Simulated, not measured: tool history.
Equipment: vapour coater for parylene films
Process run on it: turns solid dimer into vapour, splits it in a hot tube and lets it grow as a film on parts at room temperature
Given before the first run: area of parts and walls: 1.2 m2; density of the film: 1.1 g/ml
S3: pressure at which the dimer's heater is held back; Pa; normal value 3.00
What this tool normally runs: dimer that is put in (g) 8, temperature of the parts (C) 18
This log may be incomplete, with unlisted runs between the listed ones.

Run 1, hour 0.0: usual settings. Result: thickness of the film (nm) 3420.
Run 2, hour 16.3: usual settings. Result: thickness of the film (nm) 3420.
Run 3, hour 38.4: usual settings. Result: thickness of the film (nm) 3320.
Run 4, hour 54.8: usual settings. Result: thickness of the film (nm) 3390.
Run 5, hour 70.7: usual settings but dimer that is put in (g) 4. Result: thickness of the film (nm) 1730.
Run 6, hour 84.5: usual settings but S3 5.08 Pa. Result: thickness of the film (nm) 3040.
Run 7, hour 103.8: usual settings but S3 5.08 Pa. Result: thickness of the film (nm) 2870.
Run 8, hour 132.0: usual settings. Result: thickness of the film (nm) 3320.
Run 9, hour 149.3: usual settings. Result: thickness of the film (nm) 3290.
Run 10, hour 172.5: usual settings but temperature of the parts (C) 23. Result: thickness of the film (nm) 2950.
Run 11, hour 197.5: usual settings but temperature of the parts (C) 23. Result: thickness of the film (nm) 2960.
Run 12, hour 215.2: usual settings but dimer that is put in (g) 7, temperature of the parts (C) 23. Result: thickness of the film (nm) 2590.
Run 13, hour 230.2: usual settings but dimer that is put in (g) 7, temperature of the parts (C) 23. Result: thickness of the film (nm) 2600.
Run 14, hour 247.9: usual settings but dimer that is put in (g) 7, temperature of the parts (C) 23. Result: thickness of the film (nm) 2560.
Run 15, hour 277.4: usual settings but temperature of the parts (C) 15. Result: thickness of the film (nm) 3430.
Run 16, hour 303.6: usual settings but dimer that is put in (g) 5. Result: thickness of the film (nm) 2030.
Run 17, hour 327.0: usual settings but dimer that is put in (g) 5. Result: thickness of the film (nm) 2010.
Run 18, hour 349.0: usual settings but dimer that is put in (g) 14. Result: thickness of the film (nm) 5430.
Run 19, hour 369.7: usual settings but dimer that is put in (g) 14. Result: thickness of the film (nm) 5490.
Run 20, hour 393.2: usual settings. Result: thickness of the film (nm) 3080.
Run 21, hour 408.6: usual settings. Result: thickness of the film (nm) 3100.
Run 22, hour 430.0: usual settings. Result: thickness of the film (nm) 3410.
Run 23, hour 442.4: usual settings. Result: thickness of the film (nm) 3480.
Run 24, hour 471.7: usual settings. Result: thickness of the film (nm) 3420.
Run 25, hour 484.3: usual settings but dimer that is put in (g) 4, temperature of the parts (C) 24. Result: thickness of the film (nm) 1470.
Run 26, hour 505.5: usual settings but dimer that is put in (g) 9, temperature of the parts (C) 24, S3 3.39 Pa. Result: thickness of the film (nm) 3250.
Run 27, hour 522.3: usual settings but dimer that is put in (g) 4, temperature of the parts (C) 20, S3 6.10 Pa. Result: thickness of the film (nm) 1340.
Run 28, hour 541.8: usual settings but dimer that is put in (g) 10, temperature of the parts (C) 16, S3 5.72 Pa. Result: thickness of the film (nm) 3780.
Run 29, hour 561.7: usual settings but temperature of the parts (C) 19, S3 2.22 Pa. Result: thickness of the film (nm) 3520.
Run 30, hour 590.0: usual settings but dimer that is put in (g) 3, temperature of the parts (C) 28, S3 6.27 Pa. Result: thickness of the film (nm) 880.
Run 31, hour 614.7: usual settings but dimer that is put in (g) 4, temperature of the parts (C) 28, S3 4.61 Pa. Result: thickness of the film (nm) 1200.
Run 32, hour 641.8: usual settings but dimer that is put in (g) 4, temperature of the parts (C) 28, S3 4.61 Pa. Result: thickness of the film (nm) 1230.
Run 33, hour 670.8: usual settings but dimer that is put in (g) 11, temperature of the parts (C) 12, S3 10.60 Pa. Result: thickness of the film (nm) 3850.
Run 34, hour 688.9: usual settings but dimer that is put in (g) 7, temperature of the parts (C) 12, S3 2.66 Pa. Result: thickness of the film (nm) 3480.
Run 35, hour 702.0: usual settings but dimer that is put in (g) 7, temperature of the parts (C) 30, S3 9.74 Pa. Result: thickness of the film (nm) 1710.
Run 36, hour 719.1: usual settings but dimer that is put in (g) 5. Result: thickness of the film (nm) 2030.
Run 37, hour 735.6: usual settings but dimer that is put in (g) 4, temperature of the parts (C) 10, S3 3.22 Pa. Result: thickness of the film (nm) 1890.
Run 38, hour 759.6: usual settings but dimer that is put in (g) 4, temperature of the parts (C) 10, S3 4.66 Pa. Result: thickness of the film (nm) 1730.
Run 39, hour 774.3: usual settings but dimer that is put in (g) 7. Result: thickness of the film (nm) 2900.
Run 40, hour 798.7: usual settings but temperature of the parts (C) 12. Result: thickness of the film (nm) 3720.
Run 41, hour 825.3: usual settings but temperature of the parts (C) 12. Result: thickness of the film (nm) 3730.
Run 42, hour 853.1: usual settings but dimer that is put in (g) 14, temperature of the parts (C) 22, S3 2.01 Pa. Result: thickness of the film (nm) 5630.
Run 43, hour 876.5: usual settings but dimer that is put in (g) 14, temperature of the parts (C) 22, S3 2.01 Pa. Result: thickness of the film (nm) 5560.
Run 44, hour 899.8: usual settings but temperature of the parts (C) 19. Result: thickness of the film (nm) 3110.
Run 45, hour 918.2: usual settings but temperature of the parts (C) 19. Result: thickness of the film (nm) 3100.
Run 46, hour 937.0: usual settings but temperature of the parts (C) 19. Result: thickness of the film (nm) 3450.
Run 47, hour 959.9: usual settings but dimer that is put in (g) 7, temperature of the parts (C) 19. Result: thickness of the film (nm) 3030.

Not shown: 3 entries that the log had between the listed runs. Between which runs, and how does the tool's hidden state differ before and after?
In the gap between runs 21 and 22: trap's valve overhauled (hour 428.5)
  vapour lost through the trap's worn valve, %: 10.5 -> 0.5; true temperature of the parts over the reading, C: 1 -> 1.02
  measured minus no-state result, thickness of the film (nm): -450 -> -100
In the gap between runs 29 and 30: table's thermometer calibrated (hour 583.7)
  vapour lost through the trap's worn valve, %: 3.2 -> 3.8; true temperature of the parts over the reading, C: 1.15 -> -0.05
  measured minus no-state result, thickness of the film (nm): -210 -> -30
In the gap between runs 45 and 46: trap's valve overhauled (hour 928.3)
  vapour lost through the trap's worn valve, %: 10.7 -> 0.5; true temperature of the parts over the reading, C: 0.25 -> 0.27
  measured minus no-state result, thickness of the film (nm): -390 -> -40
